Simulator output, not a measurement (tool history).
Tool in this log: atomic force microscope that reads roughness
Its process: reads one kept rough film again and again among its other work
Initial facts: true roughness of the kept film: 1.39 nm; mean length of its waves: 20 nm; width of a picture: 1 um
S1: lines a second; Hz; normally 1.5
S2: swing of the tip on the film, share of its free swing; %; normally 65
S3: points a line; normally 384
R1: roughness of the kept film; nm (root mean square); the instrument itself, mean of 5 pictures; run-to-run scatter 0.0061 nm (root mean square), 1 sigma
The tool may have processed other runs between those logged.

| run | hour | S1 | S2 | S3 | R1 |
|---|---|---|---|---|---|
| 1 | 0 | 1.5 | 65 | 384 | 0.945 |
| 2 | 40.6 | 1.5 | 65 | 384 | 0.909 |
|  | 82.3 | new tip fitted |
| 3 | 84.1 | 1.5 | 65 | 384 | 1.145 |
| 4 | 130.5 | 1.5 | 65 | 384 | 1.06 |
| 5 | 151.6 | 1.5 | 65 | 384 | 1.037 |
| 6 | 181.8 | 1.5 | 65 | 384 | 0.984 |
| 7 | 222.1 | 1.5 | 65 | 384 | 0.93 |
| 8 | 262.8 | 1.5 | 65 | 384 | 0.889 |
| 9 | 304.9 | 1.5 | 65 | 384 | 0.837 |
|  | 309.9 | new tip fitted |
| 10 | 354 | 1.5 | 65 | 384 | 1.069 |
| 11 | 376.4 | 1.5 | 65 | 384 | 1.026 |
| 12 | 416.1 | 1.5 | 65 | 384 | 0.979 |
| 13 | 462.6 | 1.5 | 65 | 384 | 0.906 |
|  | 480.8 | height scale calibrated on a step standard |
| 14 | 488.5 | 1.5 | 65 | 384 | 0.893 |
| 15 | 533.2 | 1.5 | 65 | 384 | 0.83 |
|  | 537 | new tip fitted |
| 16 | 577.9 | 3.49 | 65 | 384 | 1.046 |
| 17 | 610.3 | 3.49 | 65 | 384 | 0.992 |
| 18 | 647.6 | 3.49 | 65 | 384 | 0.937 |
| 19 | 698.7 | 1.5 | 65 | 384 | 0.914 |
| 20 | 747.2 | 1.42 | 65 | 384 | 0.856 |
|  | 762.2 | new tip fitted |
| 21 | 788 | 1.42 | 65 | 384 | 1.118 |
| 22 | 810.3 | 3.48 | 71 | 682 | 1.018 |
| 23 | 830.9 | 1.31 | 70 | 682 | 1.049 |
| 24 | 872.9 | 0.98 | 57 | 353 | 1.006 |
| 25 | 899.4 | 2.16 | 65 | 769 | 0.942 |
| 26 | 932.6 | 3.16 | 65 | 273 | 0.85 |
| 27 | 963.8 | 3.16 | 65 | 273 | 0.817 |
|  | 989.5 | new tip fitted |
| 28 | 1013.5 | 3.06 | 90 | 384 | 0.922 |
| 29 | 1044.3 | 0.62 | 57 | 384 | 1.082 |
| 30 | 1069.8 | 0.62 | 57 | 384 | 1.041 |
| 31 | 1096.9 | 0.61 | 77 | 384 | 0.98 |
| 32 | 1125.4 | 3.51 | 65 | 389 | 0.897 |
| 33 | 1158.3 | 2.76 | 67 | 361 | 0.862 |
| 34 | 1186.6 | 2.21 | 72 | 384 | 0.84 |
|  | 1215 | new tip fitted |
| 35 | 1221.1 | 2.21 | 72 | 384 | 1.103 |
| 36 | 1243.2 | 0.8 | 81 | 384 | 1.096 |
| 37 | 1281.6 | 0.55 | 78 | 384 | 1.038 |
| 38 | 1313.9 | 1.5 | 87 | 306 | 0.919 |
| 39 | 1363.4 | 0.51 | 67 | 324 | 0.938 |
| 40 | 1397.9 | 3.94 | 56 | 372 | 0.874 |

Each row is a separate what-if for the run after 40, all from the same tool condition, not one after another. Results?
|  | 1440.9 | new tip fitted |
| A | 1446.8 | 3.94 | 63 | 372 | ? |
|  | 1440.9 | new tip fitted |
| B | 1446.8 | 1.5 | 70 | 384 | ? |
|  | 1440.9 | new tip fitted |
| C | 1446.8 | 1.5 | 55 | 384 | ? |
|  | 1440.9 | new tip fitted |
| D | 1446.8 | 0.64 | 66 | 707 | ? |
|  | 1440.9 | new tip fitted |
| E | 1446.8 | 1.5 | 80 | 307 | ? |

| run | R1 |
|---|---|
| A | 1.087 |
| B | 1.127 |
| C | 1.159 |
| D | 1.164 |
| E | 1.082 |
Had the tool no hidden state, the same runs would have come out as:
| run | R1 |
|---|---|
| A | 1.11 |
| B | 1.152 |
| C | 1.184 |
| D | 1.19 |
| E | 1.106 |
